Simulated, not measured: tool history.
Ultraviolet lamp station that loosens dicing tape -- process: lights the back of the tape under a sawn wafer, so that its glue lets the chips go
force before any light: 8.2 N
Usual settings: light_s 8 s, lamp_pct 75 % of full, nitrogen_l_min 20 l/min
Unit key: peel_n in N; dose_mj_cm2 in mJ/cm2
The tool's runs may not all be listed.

run	hour	light_s	lamp_pct	nitrogen_l_min	peel_n	dose_mj_cm2
1	0.0	8	75	20	1.099	291
2	32.7	8	75	20	1.156	294
3	68.7	8	75	20	1.169	296
4	95.2	8	75	20	1.178	293
5	118.9	8	75	20	1.191	286
6	154.7	8	75	20	1.225	284
7	178.8	8	63	20	1.686	238
8	209.2	8	63	23	1.127	285
9	245.2	8	75	20	0.929	329
10	282.7	8	75	20	0.928	326
11	308.7	8	75	31	0.666	327
12	336.7	8	75	31	0.701	325
13	356.9	8	75	20	0.928	321
14	379.7	8	75	20	0.967	321
15	409.6	8	93	20	0.659	392
16	433.6	8	93	20	0.650	387
17	452.7	8	93	8	1.397	386
18	477.3	13	74	32	0.304	499
19	514.3	12	64	12	0.997	396
20	530.9	10	75	25	0.587	382
21	549.5	8	93	20	0.725	373
22	586.8	8	93	10	1.239	369
23	620.9	9	65	35	0.825	292
24	645.3	7	83	33	0.865	285
25	680.1	11	66	33	0.568	352
26	711.8	7	75	13	1.904	249
27	743.8	8	75	10	1.896	281
28	772.1	8	75	10	1.922	284
29	808.0	16	75	20	0.337	552
30	830.3	16	78	17	0.337	568
31	853.0	16	78	17	0.365	571
32	875.2	8	75	8	2.234	273
33	891.5	5	75	17	2.831	169
34	926.3	14	64	17	0.714	400

Between the runs listed above, the log contained 1 entry, not reproduced here. Where in the sequence does each belong, and how does what the log doesn't record of the tool's condition differ from the listed run before to the listed run after?
After run 7, before run 8: window cleaned of glue's vapour (hour 181.4)
  lamp's light, % of a new lamp's: 89 -> 88.7; light that the window lets through, % of a clean one's: 82.1 -> 98.4
  measured value less the no-hidden-state value, peel_n: +0.700 -> +0.253 N; dose_mj_cm2: -88 -> -41 mJ/cm2
